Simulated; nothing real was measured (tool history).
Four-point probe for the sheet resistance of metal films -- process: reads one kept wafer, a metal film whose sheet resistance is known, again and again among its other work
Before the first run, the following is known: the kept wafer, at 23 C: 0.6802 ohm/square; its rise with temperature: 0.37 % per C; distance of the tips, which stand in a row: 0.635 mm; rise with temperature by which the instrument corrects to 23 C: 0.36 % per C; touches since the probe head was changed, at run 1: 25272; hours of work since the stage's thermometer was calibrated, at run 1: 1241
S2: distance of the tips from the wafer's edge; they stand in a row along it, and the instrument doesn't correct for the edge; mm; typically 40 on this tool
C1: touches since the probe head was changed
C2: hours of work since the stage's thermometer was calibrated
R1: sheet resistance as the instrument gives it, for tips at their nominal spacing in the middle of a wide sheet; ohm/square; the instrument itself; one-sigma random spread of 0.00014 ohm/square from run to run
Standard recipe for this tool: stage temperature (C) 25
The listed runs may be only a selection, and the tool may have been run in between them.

run 1 hour=0 | stage_temperature_(C)=25 S2=40 | C1=25272 C2=1241 | R1=0.680439
run 2 hour=20.5 | stage_temperature_(C)=25 S2=3 | C1=25891 C2=1250 | R1=0.696217
run 3 hour=44.1 | stage_temperature_(C)=25 S2=3 | C1=26605 C2=1260 | R1=0.696253
run 4 hour=58.9 | stage_temperature_(C)=25 S2=3 | C1=27050 C2=1267 | R1=0.696128
run 5 hour=72.3 | stage_temperature_(C)=19 S2=3 | C1=27456 C2=1273 | R1=0.696046
run 6 hour=87.7 | stage_temperature_(C)=19 S2=3 | C1=27921 C2=1280 | R1=0.695817
run 7 hour=102.4 | stage_temperature_(C)=19 S2=3 | C1=28366 C2=1286 | R1=0.69619
run 8 hour=119.3 | stage_temperature_(C)=19 S2=3 | C1=28875 C2=1294 | R1=0.695686
run 9 hour=133.6 | stage_temperature_(C)=25 S2=40 | C1=29307 C2=1300 | R1=0.680361
run 10 hour=144.8 | stage_temperature_(C)=25 S2=40 | C1=29646 C2=1305 | R1=0.68027
run 11 hour=167 | stage_temperature_(C)=25 S2=40 | C1=30317 C2=1315 | R1=0.680024
run 12 hour=188.6 | stage_temperature_(C)=23 S2=40 | C1=30970 C2=1324 | R1=0.680285
run 13 hour=204 | stage_temperature_(C)=23 S2=40 | C1=31435 C2=1331 | R1=0.679896
run 14 hour=215.6 | stage_temperature_(C)=23 S2=65 | C1=31784 C2=1336 | R1=0.680269
run 15 hour=232.4 | stage_temperature_(C)=23 S2=65 | C1=32293 C2=1343 | R1=0.680192
run 16 hour=245.5 | stage_temperature_(C)=23 S2=65 | C1=32686 C2=1349 | R1=0.680072
run 17 hour=257.5 | stage_temperature_(C)=25 S2=24 | C1=33050 C2=1355 | R1=0.680286
run 18 hour=273.8 | stage_temperature_(C)=25 S2=24 | C1=33543 C2=1362 | R1=0.680264
run 19 hour=288.5 | stage_temperature_(C)=25 S2=26 | C1=33986 C2=1368 | R1=0.680293
run 20 hour=307 | stage_temperature_(C)=25 S2=26 | C1=34544 C2=1376 | R1=0.680386
run 21 hour=318.2 | stage_temperature_(C)=25 S2=26 | C1=34883 C2=1381 | R1=0.680338
run 22 hour=333.2 | stage_temperature_(C)=25 S2=26 | C1=35335 C2=1388 | R1=0.68029
run 23 hour=356.2 | stage_temperature_(C)=25 S2=40 | C1=36029 C2=1398 | R1=0.680291
run 24 hour=379.2 | stage_temperature_(C)=32 S2=4 | C1=36725 C2=1408 | R1=0.689444
run 25 hour=393.7 | stage_temperature_(C)=26 S2=12 | C1=37162 C2=1415 | R1=0.681321
run 26 hour=409.8 | stage_temperature_(C)=20 S2=19 | C1=37650 C2=1422 | R1=0.680295
run 27 hour=426.2 | stage_temperature_(C)=20 S2=19 | C1=38144 C2=1429 | R1=0.680204
run 28 hour=448.4 | stage_temperature_(C)=18 S2=11 | C1=38816 C2=1439 | R1=0.68102
run 29 hour=471.6 | stage_temperature_(C)=18 S2=11 | C1=39515 C2=1449 | R1=0.68097
run 30 hour=491.9 | stage_temperature_(C)=34 S2=69 | C1=40130 C2=1458 | R1=0.680593
run 31 hour=507.5 | stage_temperature_(C)=21 S2=14 | C1=40601 C2=1465 | R1=0.680404
run 32 hour=519.8 | stage_temperature_(C)=21 S2=14 | C1=40971 C2=1470 | R1=0.680288
run 33 hour=535.9 | stage_temperature_(C)=21 S2=14 | C1=41457 C2=1478 | R1=0.680638
run 34 hour=557.2 | stage_temperature_(C)=24 S2=23 | C1=42100 C2=1487 | R1=0.680321
run 35 hour=568 | stage_temperature_(C)=22 S2=25 | C1=42429 C2=1492 | R1=0.68001
run 36 hour=593.9 | stage_temperature_(C)=23 S2=70 | C1=43210 C2=1503 | R1=0.680008
run 37 hour=608.3 | stage_temperature_(C)=25 S2=47 | C1=43645 C2=1510 | R1=0.680053
run 38 hour=625.4 | stage_temperature_(C)=25 S2=47 | C1=44162 C2=1517 | R1=0.680108
run 39 hour=650.5 | stage_temperature_(C)=27 S2=14 | C1=44919 C2=1528 | R1=0.680848
run 40 hour=672.9 | stage_temperature_(C)=20 S2=9 | C1=45597 C2=1538 | R1=0.68179
run 41 hour=687.7 | stage_temperature_(C)=18 S2=3 | C1=46043 C2=1545 | R1=0.695765
run 42 hour=699.1 | stage_temperature_(C)=30 S2=4 | C1=46388 C2=1550 | R1=0.689294
run 43 hour=711.4 | stage_temperature_(C)=21 S2=4 | C1=46758 C2=1555 | R1=0.689026
run 44 hour=729.3 | stage_temperature_(C)=21 S2=4 | C1=47300 C2=1563 | R1=0.688941
run 45 hour=741.7 | stage_temperature_(C)=23 S2=5 | C1=47675 C2=1568 | R1=0.686056
run 46 hour=767.6 | stage_temperature_(C)=28 S2=40 | C1=48458 C2=1580 | R1=0.68043

Here are 3 independent what-if runs from the current tool condition. What would each one return?
run A hour=789.7 | stage_temperature_(C)=28 S2=31 | C1=49125 C2=1590 | R1=?
run B hour=789.7 | stage_temperature_(C)=23 S2=27 | C1=49125 C2=1590 | R1=?
run C hour=789.7 | stage_temperature_(C)=24 S2=27 | C1=49125 C2=1590 | R1=?

run=A R1=0.68039
run=B R1=0.680183
run=C R1=0.68005
The same runs, with their run-to-run variation unchanged, on a tool lacking any hidden condition would have given:
run=A R1=0.680644
run=B R1=0.680424
run=C R1=0.680294

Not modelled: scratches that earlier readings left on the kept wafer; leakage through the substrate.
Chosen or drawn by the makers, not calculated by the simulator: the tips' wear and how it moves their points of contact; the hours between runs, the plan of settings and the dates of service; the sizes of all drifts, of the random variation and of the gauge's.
